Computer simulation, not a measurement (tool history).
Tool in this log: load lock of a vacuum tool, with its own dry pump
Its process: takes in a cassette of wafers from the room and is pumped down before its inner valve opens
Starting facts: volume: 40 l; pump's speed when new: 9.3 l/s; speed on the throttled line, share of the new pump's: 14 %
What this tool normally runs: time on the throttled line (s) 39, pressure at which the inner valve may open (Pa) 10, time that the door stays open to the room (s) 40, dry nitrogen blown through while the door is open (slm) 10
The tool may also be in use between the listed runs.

| run | hour | time on the throttled line (s) | pressure at which the inner valve may open (Pa) | time that the door stays open to the room (s) | dry nitrogen blown through while the door is open (slm) | incoming humidity of the room's air, % | time from the closed door until the inner valve may open (s) | rise of the pressure with all valves shut (Pa/min) |
|---|---|---|---|---|---|---|---|---|
| 1 | 0 | 39 | 10 | 40 | 10 | 45.3 | 78.4 | 0.27 |
| 2 | 277.8 | 39 | 10 | 40 | 10 | 48.6 | 79 | 0.273 |
| 3 | 442 | 39 | 10 | 87 | 10 | 46.4 | 78 | 0.3 |
| 4 | 774.5 | 39 | 10 | 87 | 10 | 48.5 | 79 | 0.313 |
| 5 | 1113 | 39 | 10 | 87 | 10 | 41.1 | 79.1 | 0.305 |
| 6 | 1314.1 | 39 | 10 | 40 | 10 | 44.6 | 79.4 | 0.308 |
| 7 | 1617 | 39 | 10 | 40 | 31 | 45.2 | 78.8 | 0.307 |
| 8 | 1784.3 | 39 | 10 | 40 | 31 | 46.6 | 79.1 | 0.317 |
| 9 | 2014.1 | 39 | 10 | 40 | 10 | 47.5 | 79.8 | 0.335 |
| 10 | 2315.9 | 39 | 10 | 40 | 10 | 44.1 | 79.5 | 0.341 |
| 11 | 2562.3 | 39 | 16 | 40 | 10 | 44.1 | 76.8 | 0.356 |
| 12 | 2912.8 | 39 | 10 | 40 | 10 | 42.7 | 80.1 | 0.358 |
| 13 | 3171 | 39 | 10 | 40 | 10 | 46.2 | 80.2 | 0.37 |
| 14 | 3470 | 39 | 10 | 40 | 10 | 47.8 | 79.8 | 0.392 |
| 15 | 3788 | 39 | 10 | 40 | 10 | 43.4 | 80.3 | 0.395 |
| 16 | 4037.1 | 39 | 10 | 40 | 10 | 47.4 | 80.6 | 0.411 |
| 17 | 4354.4 | 39 | 10 | 40 | 10 | 47.2 | 80.6 | 0.425 |
| 18 | 4675 | 39 | 10 | 40 | 10 | 44.2 | 80.5 | 0.413 |
| 19 | 4998.9 | 39 | 10 | 40 | 10 | 49.7 | 81.8 | 0.448 |
| 20 | 5318.5 | 39 | 10 | 40 | 10 | 43.8 | 81.9 | 0.457 |
| 21 | 5491.2 | 39 | 10 | 235 | 10 | 42 | 82 | 0.483 |
| 22 | 5683.8 | 39 | 15 | 32 | 43 | 43 | 79.2 | 0.459 |
| 23 | 5949.4 | 39 | 14 | 32 | 8 | 48 | 78 | 0.484 |
| 24 | 6123.7 | 39 | 10 | 135 | 12 | 39.5 | 82.2 | 0.489 |
| 25 | 6279.1 | 46 | 13 | 40 | 10 | 46.9 | 85.1 | 0.482 |
| 26 | 6520.7 | 46 | 13 | 40 | 10 | 44.2 | 86.3 | 0.498 |
| 27 | 6667.9 | 44 | 11 | 191 | 10 | 47 | 86 | 0.52 |
| 28 | 6847.8 | 36 | 15 | 114 | 10 | 44.3 | 77.5 | 0.526 |
| 29 | 7156.4 | 63 | 10 | 53 | 28 | 46.6 | 101.8 | 0.518 |
| 30 | 7364.3 | 63 | 9 | 182 | 28 | 46 | 103 | 0.537 |
| 31 | 7551.8 | 62 | 9 | 96 | 7 | 43.5 | 101.9 | 0.544 |
| 32 | 7710.2 | 53 | 10 | 40 | 10 | 45.3 | 93.7 | 0.555 |
|  | 7975.1 | dry pump taken out, an overhauled one fitted |
| 33 | 8012 | 39 | 10 | 40 | 27 | 42.4 | 74 | 0.558 |
| 34 | 8331.2 | 45 | 10 | 40 | 18 | 46 | 80.1 | 0.568 |
| 35 | 8517 | 57 | 10 | 56 | 18 | 44.2 | 88.9 | 0.586 |
| 36 | 8862.7 | 57 | 10 | 56 | 18 | 46.7 | 89.9 | 0.598 |
|  | 8878.4 | door's seal changed, seat wiped |
| 37 | 9207 | 57 | 10 | 56 | 18 | 46.7 | 90.2 | 0.039 |

Branching from run 37: 4 alternative next runs. What would each branch give?
| A | 9449.1 | 59 | 17 | 91 | 18 | 44.1 | ? | ? |
| B | 9449.1 | 57 | 17 | 99 | 18 | 44.2 | ? | ? |
| C | 9449.1 | 31 | 10 | 60 | 17 | 43.9 | ? | ? |
| D | 9449.1 | 61 | 10 | 58 | 10 | 43.5 | ? | ? |

| run | time from the closed door until the inner valve may open (s) | rise of the pressure with all valves shut (Pa/min) |
|---|---|---|
| A | 90.4 | 0.037 |
| B | 87 | 0.037 |
| C | 67.3 | 0.034 |
| D | 92.8 | 0.035 |
The same runs, with their run-to-run variation unchanged, on a tool lacking any hidden condition would have given:
| run | time from the closed door until the inner valve may open (s) | rise of the pressure with all valves shut (Pa/min) |
|---|---|---|
| A | 89.6 | 0.031 |
| B | 86.2 | 0.032 |
| C | 66.3 | 0.028 |
| D | 92 | 0.029 |
